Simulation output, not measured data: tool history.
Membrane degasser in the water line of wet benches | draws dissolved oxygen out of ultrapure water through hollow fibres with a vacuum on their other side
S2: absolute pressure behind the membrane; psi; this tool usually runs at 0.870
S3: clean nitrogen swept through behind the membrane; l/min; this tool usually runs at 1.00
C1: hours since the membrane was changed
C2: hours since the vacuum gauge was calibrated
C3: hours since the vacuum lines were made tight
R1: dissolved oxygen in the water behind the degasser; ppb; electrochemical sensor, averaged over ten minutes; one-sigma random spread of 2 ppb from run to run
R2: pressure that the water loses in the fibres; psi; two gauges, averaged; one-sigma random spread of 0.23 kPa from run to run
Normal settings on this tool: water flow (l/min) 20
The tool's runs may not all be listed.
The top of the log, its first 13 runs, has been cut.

run 14 hour=1526.6 | water_flow_(l/min)=20 S2=0.870 S3=1.00 | C1=4138 C2=1986 C3=2665 | R1=191.2 R2=8.688
run 15 hour=1626.3 | water_flow_(l/min)=20 S2=0.870 S3=1.00 | C1=4238 C2=2085 C3=2765 | R1=195.2 R2=8.730
run 16 hour=1782.0 | water_flow_(l/min)=20 S2=0.870 S3=1.00 | C1=4394 C2=2241 C3=2920 | R1=194.7 R2=8.669
run 17 hour=1928.5 | water_flow_(l/min)=20 S2=0.705 S3=0.69 | C1=4540 C2=2388 C3=3067 | R1=172.6 R2=8.656
run 18 hour=2073.6 | water_flow_(l/min)=20 S2=0.705 S3=0.69 | C1=4685 C2=2533 C3=3212 | R1=172.7 R2=8.756
run 19 hour=2174.7 | water_flow_(l/min)=30 S2=1.285 S3=2.14 | C1=4786 C2=2634 C3=3313 | R1=328.9 R2=13.110
run 20 hour=2329.7 | water_flow_(l/min)=26 S2=0.870 S3=1.00 | C1=4941 C2=2789 C3=3468 | R1=272.1 R2=11.310
run 21 hour=2437.2 | water_flow_(l/min)=26 S2=0.870 S3=1.00 | C1=5049 C2=2896 C3=3575 | R1=270.2 R2=11.364
run 22 hour=2539.4 | water_flow_(l/min)=26 S2=1.420 S3=1.05 | C1=5151 C2=2999 C3=3678 | R1=449.4 R2=11.293
-- hour=2626.3 vacuum gauge calibrated
run 23 hour=2685.1 | water_flow_(l/min)=20 S2=0.870 S3=0.51 | C1=5296 C2=59 C3=3823 | R1=287.6 R2=8.739
run 24 hour=2839.2 | water_flow_(l/min)=20 S2=1.500 S3=0.48 | C1=5450 C2=213 C3=3977 | R1=627.2 R2=8.754
-- hour=2876.5 seals of the vacuum lines changed
run 25 hour=2940.4 | water_flow_(l/min)=26 S2=0.870 S3=1.47 | C1=5550 C2=312 C3=64 | R1=227.3 R2=11.258
run 26 hour=3070.6 | water_flow_(l/min)=21 S2=1.722 S3=1.00 | C1=5680 C2=442 C3=194 | R1=458.9 R2=9.182
run 27 hour=3212.6 | water_flow_(l/min)=20 S2=0.904 S3=1.00 | C1=5822 C2=584 C3=336 | R1=201.1 R2=8.769
run 28 hour=3353.0 | water_flow_(l/min)=20 S2=0.980 S3=1.05 | C1=5962 C2=725 C3=476 | R1=220.4 R2=8.649
run 29 hour=3481.9 | water_flow_(l/min)=20 S2=0.980 S3=1.05 | C1=6091 C2=854 C3=605 | R1=217.8 R2=8.696
run 30 hour=3634.1 | water_flow_(l/min)=20 S2=0.980 S3=1.05 | C1=6243 C2=1006 C3=758 | R1=214.8 R2=8.759
run 31 hour=3711.7 | water_flow_(l/min)=22 S2=0.870 S3=1.00 | C1=6321 C2=1083 C3=835 | R1=216.1 R2=9.577
run 32 hour=3806.8 | water_flow_(l/min)=21 S2=1.054 S3=1.00 | C1=6416 C2=1178 C3=930 | R1=263.5 R2=9.226

Forecast each of these 4 alternatives for the next run:
run A hour=3886.0 | water_flow_(l/min)=21 S2=1.255 S3=1.00 | C1=6495 C2=1258 C3=1009 | R1=? R2=?
run B hour=3886.0 | water_flow_(l/min)=20 S2=1.659 S3=0.89 | C1=6495 C2=1258 C3=1009 | R1=? R2=?
run C hour=3886.0 | water_flow_(l/min)=25 S2=1.076 S3=2.15 | C1=6495 C2=1258 C3=1009 | R1=? R2=?
run D hour=3886.0 | water_flow_(l/min)=16 S2=1.959 S3=1.28 | C1=6495 C2=1258 C3=1009 | R1=? R2=?

run=A R1=323.5 R2=9.155
run=B R1=448.0 R2=8.750
run=C R1=217.5 R2=10.811
run=D R1=336.5 R2=6.914
Stripped of hidden state, with their random variation kept, the same runs would have yielded:
run=A R1=323.3 R2=9.150
run=B R1=447.8 R2=8.746
run=C R1=217.2 R2=10.805
run=D R1=336.3 R2=6.911

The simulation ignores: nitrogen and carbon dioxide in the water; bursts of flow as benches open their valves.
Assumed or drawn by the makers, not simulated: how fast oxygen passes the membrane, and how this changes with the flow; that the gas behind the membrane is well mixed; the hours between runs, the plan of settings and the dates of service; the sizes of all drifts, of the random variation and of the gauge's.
